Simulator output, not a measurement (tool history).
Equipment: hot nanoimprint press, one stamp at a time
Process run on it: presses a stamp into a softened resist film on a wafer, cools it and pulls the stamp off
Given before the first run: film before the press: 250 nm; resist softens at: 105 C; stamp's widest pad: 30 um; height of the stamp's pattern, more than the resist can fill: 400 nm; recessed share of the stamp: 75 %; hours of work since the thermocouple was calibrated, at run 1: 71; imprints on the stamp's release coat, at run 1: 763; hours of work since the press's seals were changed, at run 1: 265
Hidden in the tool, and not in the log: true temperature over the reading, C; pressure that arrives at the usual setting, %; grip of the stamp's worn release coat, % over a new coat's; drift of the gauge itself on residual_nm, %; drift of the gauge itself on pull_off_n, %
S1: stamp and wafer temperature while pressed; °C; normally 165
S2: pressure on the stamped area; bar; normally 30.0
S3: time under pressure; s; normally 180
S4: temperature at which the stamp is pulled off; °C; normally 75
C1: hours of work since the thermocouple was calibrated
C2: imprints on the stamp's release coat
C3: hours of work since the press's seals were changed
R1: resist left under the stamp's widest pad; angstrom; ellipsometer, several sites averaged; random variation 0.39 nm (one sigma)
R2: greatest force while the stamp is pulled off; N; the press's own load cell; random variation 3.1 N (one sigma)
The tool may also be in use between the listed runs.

run,hour,S1,S2,S3,S4,C1,C2,C3,R1,R2
1,0.0,165,30.0,180,75,71,763,265,1400,182
2,68.0,165,30.0,180,75,119,1039,314,1397,194
3,120.6,165,30.0,180,65,157,1251,352,1388,235
# hour 180.6: stamp cleaned and given a new release coat
4,189.3,165,30.0,180,65,202,35,396,1384,172
5,267.2,165,30.0,180,65,257,351,452,1383,188
# hour 282.0: plate thermocouple calibrated
6,341.5,165,30.0,180,65,43,639,503,1416,202
7,422.7,165,30.0,180,75,101,968,561,1403,186
8,469.4,165,30.0,180,75,134,1157,595,1406,186
9,531.9,165,30.0,180,75,179,1411,639,1399,208
# hour 551.8: stamp cleaned and given a new release coat
10,574.3,172,44.8,333,71,205,91,665,693,158
11,635.7,172,47.2,333,71,249,340,709,674,168
# hour 662.4: plate thermocouple calibrated
12,722.2,172,47.2,333,71,43,678,769,694,184
13,802.1,172,47.2,333,71,100,1001,826,685,203
14,858.3,165,34.9,215,64,140,1229,866,1256,242
15,901.8,165,36.2,215,64,171,1405,898,1241,245
# hour 922.8: stamp cleaned and given a new release coat
16,947.3,165,36.2,215,64,200,99,926,1229,182
17,1001.3,165,45.8,115,73,238,317,964,1393,162
# hour 1039.2: plate thermocouple calibrated
# hour 1047.2: press's hydraulic seals changed and the load cell set to zero
18,1073.4,165,18.6,131,78,19,565,19,1816,160

Some steps in R1, run to run, broken into two amounts with sign: the step expected even without the hidden condition (settings, incoming material, random variation), and the rest, left for the hidden condition together with whatever gauge scatter is not in both the measured and the hidden-condition-free result:
Run 5 -> 6: plate thermocouple calibrated. R1 +33 angstrom: hidden state +38, all else -5.
Run 9 -> 10: S1 165 -> 172, S2 30.0 -> 44.8, S3 180 -> 333, S4 75 -> 71, stamp cleaned and given a new release coat. R1 -706 angstrom: hidden state +14, all else -720.
